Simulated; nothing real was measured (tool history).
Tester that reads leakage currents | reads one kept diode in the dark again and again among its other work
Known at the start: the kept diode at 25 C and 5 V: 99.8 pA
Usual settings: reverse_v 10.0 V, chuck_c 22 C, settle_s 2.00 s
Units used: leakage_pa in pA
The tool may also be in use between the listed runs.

run 1 day=0.000 | reverse_v=10.0 chuck_c=22 settle_s=2.00 | leakage_pa=121.74
run 2 day=1.804 | reverse_v=10.0 chuck_c=22 settle_s=2.00 | leakage_pa=122.40
run 3 day=5.058 | reverse_v=10.0 chuck_c=22 settle_s=2.00 | leakage_pa=122.87
run 4 day=7.408 | reverse_v=10.0 chuck_c=42 settle_s=2.00 | leakage_pa=653.24
run 5 day=9.521 | reverse_v=10.0 chuck_c=42 settle_s=2.00 | leakage_pa=652.06
run 6 day=12.833 | reverse_v=10.0 chuck_c=42 settle_s=2.00 | leakage_pa=654.62
run 7 day=14.796 | reverse_v=1.9 chuck_c=42 settle_s=2.00 | leakage_pa=279.13
run 8 day=18.012 | reverse_v=4.4 chuck_c=33 settle_s=1.31 | leakage_pa=210.71
-- day=18.388 chuck's temperature calibrated
run 9 day=19.779 | reverse_v=4.4 chuck_c=58 settle_s=1.31 | leakage_pa=1454.53
run 10 day=22.858 | reverse_v=10.0 chuck_c=43 settle_s=2.00 | leakage_pa=737.56
run 11 day=25.725 | reverse_v=10.0 chuck_c=43 settle_s=2.00 | leakage_pa=739.35
run 12 day=28.312 | reverse_v=10.0 chuck_c=47 settle_s=2.00 | leakage_pa=1007.02
run 13 day=29.933 | reverse_v=17.9 chuck_c=39 settle_s=0.59 | leakage_pa=743.17

Each row is a separate what-if for the run after 13, all from the same tool condition, not one after another. Results?
-- day=31.608 chuck's temperature calibrated, once more
run A day=32.812 | reverse_v=3.5 chuck_c=28 settle_s=3.85 | leakage_pa=?
-- day=31.608 chuck's temperature calibrated, once more
run B day=32.812 | reverse_v=17.9 chuck_c=30 settle_s=0.59 | leakage_pa=?
-- day=31.608 chuck's temperature calibrated, once more
run C day=32.812 | reverse_v=10.0 chuck_c=35 settle_s=2.87 | leakage_pa=?
-- day=31.608 chuck's temperature calibrated, once more
run D day=32.812 | reverse_v=15.4 chuck_c=22 settle_s=0.45 | leakage_pa=?

run=A leakage_pa=110.13
run=B leakage_pa=314.14
run=C leakage_pa=340.45
run=D leakage_pa=153.73
The same runs, with their run-to-run variation unchanged, on a tool lacking any hidden condition would have given:
run=A leakage_pa=108.76
run=B leakage_pa=307.20
run=C leakage_pa=336.72
run=D leakage_pa=147.66
